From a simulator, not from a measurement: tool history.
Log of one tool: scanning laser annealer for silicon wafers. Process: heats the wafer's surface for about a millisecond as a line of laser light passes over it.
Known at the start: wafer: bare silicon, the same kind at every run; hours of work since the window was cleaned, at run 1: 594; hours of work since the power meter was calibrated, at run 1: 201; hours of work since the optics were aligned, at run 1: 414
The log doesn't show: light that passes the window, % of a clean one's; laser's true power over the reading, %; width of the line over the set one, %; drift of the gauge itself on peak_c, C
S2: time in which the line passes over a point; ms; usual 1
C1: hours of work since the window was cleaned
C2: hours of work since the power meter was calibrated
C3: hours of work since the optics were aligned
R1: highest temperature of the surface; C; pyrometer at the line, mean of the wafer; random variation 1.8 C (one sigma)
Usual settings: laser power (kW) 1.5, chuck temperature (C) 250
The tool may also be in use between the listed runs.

Run 1, hour 0: usual settings; C1 594; C2 201; C3 414. Result: R1 926 C.
Run 2, hour 13.7: usual settings; C1 600; C2 207; C3 420. Result: R1 928 C.
Run 3, hour 35.7: usual settings; C1 609; C2 216; C3 429. Result: R1 928 C.
Run 4, hour 67.7: usual settings but laser power (kW) 1.642; C1 622; C2 228; C3 441. Result: R1 981 C.
Run 5, hour 81.8: usual settings but laser power (kW) 1.578; C1 627; C2 234; C3 447. Result: R1 955 C.
Run 6, hour 110: usual settings but laser power (kW) 1.578; C1 639; C2 245; C3 458. Result: R1 955 C.
Run 7, hour 127.6: usual settings; C1 646; C2 253; C3 466. Result: R1 924 C.
Run 8, hour 143.5: usual settings but S2 0.71 ms; C1 652; C2 259; C3 472. Result: R1 800 C.
Run 9, hour 170.4: usual settings; C1 663; C2 270; C3 483. Result: R1 920 C.
Run 10, hour 197: usual settings; C1 674; C2 280; C3 493. Result: R1 923 C.
Run 11, hour 214.5: usual settings; C1 681; C2 288; C3 501. Result: R1 922 C.
Run 12, hour 243.4: usual settings; C1 692; C2 299; C3 512. Result: R1 920 C.
Run 13, hour 257.8: usual settings but laser power (kW) 1.334, S2 1.02 ms, chuck temperature (C) 217; C1 698; C2 305; C3 518. Result: R1 827 C.
Run 14, hour 277: usual settings but laser power (kW) 1.334, S2 0.86 ms, chuck temperature (C) 239; C1 706; C2 313; C3 526. Result: R1 791 C.
At hour 286.2: window over the wafer cleaned.
Run 15, hour 296.1: usual settings but laser power (kW) 1.526, S2 1.02 ms, chuck temperature (C) 239; C1 4; C2 320; C3 533. Result: R1 961 C.
At hour 302.8: optics aligned, line set to its width.
Run 16, hour 323.1: usual settings but laser power (kW) 1.362, S2 1.17 ms, chuck temperature (C) 239; C1 13; C2 328; C3 8. Result: R1 939 C.
Run 17, hour 338: usual settings but laser power (kW) 1.397, S2 1.16 ms; C1 19; C2 334; C3 14. Result: R1 963 C.
Run 18, hour 364.2: usual settings but laser power (kW) 1.59, S2 0.93 ms, chuck temperature (C) 236; C1 29; C2 345; C3 25. Result: R1 944 C.
Run 19, hour 387.2: usual settings but laser power (kW) 1.59, S2 0.93 ms, chuck temperature (C) 236; C1 39; C2 354; C3 34. Result: R1 941 C.

The next listed run, before its measurement:
Run 20, hour 410.8: usual settings but laser power (kW) 1.351, chuck temperature (C) 217; C1 48; C2 364; C3 43. Result: R1 ?.

{"run 20": {"R1": 849}}
Without the tool's hidden state the same run would have given R1 861 C.
